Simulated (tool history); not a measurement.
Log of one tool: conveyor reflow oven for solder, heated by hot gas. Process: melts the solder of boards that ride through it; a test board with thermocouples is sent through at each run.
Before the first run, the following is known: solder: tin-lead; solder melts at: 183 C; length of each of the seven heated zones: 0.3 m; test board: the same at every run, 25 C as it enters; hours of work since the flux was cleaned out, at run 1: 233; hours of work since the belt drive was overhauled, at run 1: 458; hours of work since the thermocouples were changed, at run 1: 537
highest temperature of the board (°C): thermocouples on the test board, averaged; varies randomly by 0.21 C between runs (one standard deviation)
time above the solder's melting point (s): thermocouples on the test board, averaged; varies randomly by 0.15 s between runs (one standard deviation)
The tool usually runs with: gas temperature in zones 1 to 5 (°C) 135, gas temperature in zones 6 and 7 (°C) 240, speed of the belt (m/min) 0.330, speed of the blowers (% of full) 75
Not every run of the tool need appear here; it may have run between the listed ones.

run     day  gas temperature in zones 1 to 5 (°C)  gas temperature in zones 6 and 7 (°C)  speed of the belt (m/min)  speed of the blowers (% of full)  hours of work since the flux was cleaned out  hours of work since the belt drive was overhauled  hours of work since the thermocouples were changed  highest temperature of the board (°C)  time above the solder's melting point (s)
  1   0.000                                   135                                    240                      0.330                                75                                           233                                                458                                                 537                                  227.5                                       92.9
  2   2.196                                   135                                    240                      0.400                                75                                           267                                                491                                                 571                                  221.8                                       70.9
  3   5.021                                   135                                    240                      0.386                                75                                           311                                                535                                                 614                                  222.5                                       74.2
  4   7.408                                   136                                    240                      0.330                                75                                           347                                                571                                                 651                                  226.9                                       93.1
  5  10.508                                   136                                    240                      0.330                                75                                           395                                                619                                                 698                                  226.6                                       92.6
     10.925  -- belt drive overhauled, speed set with a stopwatch
     12.100  -- flux residue cleaned out of gas plates and filters
  6  13.688                                   136                                    240                      0.330                                82                                            24                                                 39                                                 742                                  230.3                                       96.7
  7  16.554                                   132                                    249                      0.310                                52                                            68                                                 83                                                 786                                  235.8                                      104.6
  8  19.292                                   136                                    240                      0.309                                76                                           111                                                125                                                 828                                  230.2                                      103.4
  9  21.162                                   145                                    239                      0.307                                83                                           139                                                154                                                 856                                  230.4                                      108.9
 10  24.550                                   145                                    240                      0.271                                89                                           191                                                206                                                 908                                  233.8                                      126.6

Forecast each of these 4 alternatives for the next run:
     25.800  -- belt drive overhauled, speed set with a stopwatch, once more
  A  26.475                                   133                                    237                      0.265                                89                                           218                                                 10                                                 936                                      ?                                          ?
     25.800  -- belt drive overhauled, speed set with a stopwatch, once more
  B  26.475                                   129                                    232                      0.271                                64                                           218                                                 10                                                 936                                      ?                                          ?
     25.800  -- belt drive overhauled, speed set with a stopwatch, once more
  C  26.475                                   140                                    243                      0.330                                80                                           218                                                 10                                                 936                                      ?                                          ?
     25.800  -- belt drive overhauled, speed set with a stopwatch, once more
  D  26.475                                   129                                    240                      0.330                                75                                           218                                                 10                                                 936                                      ?                                          ?

run  highest temperature of the board (°C)  time above the solder's melting point (s)
  A                                  229.9                                      118.2
  B                                  222.2                                      105.5
  C                                  231.1                                       96.9
  D                                  226.6                                       88.4
The same runs, with their run-to-run variation unchanged, on a tool lacking any hidden condition would have given:
run  highest temperature of the board (°C)  time above the solder's melting point (s)
  A                                  232.6                                      120.8
  B                                  225.0                                      108.8
  C                                  234.3                                       99.1
  D                                  229.9                                       91.3

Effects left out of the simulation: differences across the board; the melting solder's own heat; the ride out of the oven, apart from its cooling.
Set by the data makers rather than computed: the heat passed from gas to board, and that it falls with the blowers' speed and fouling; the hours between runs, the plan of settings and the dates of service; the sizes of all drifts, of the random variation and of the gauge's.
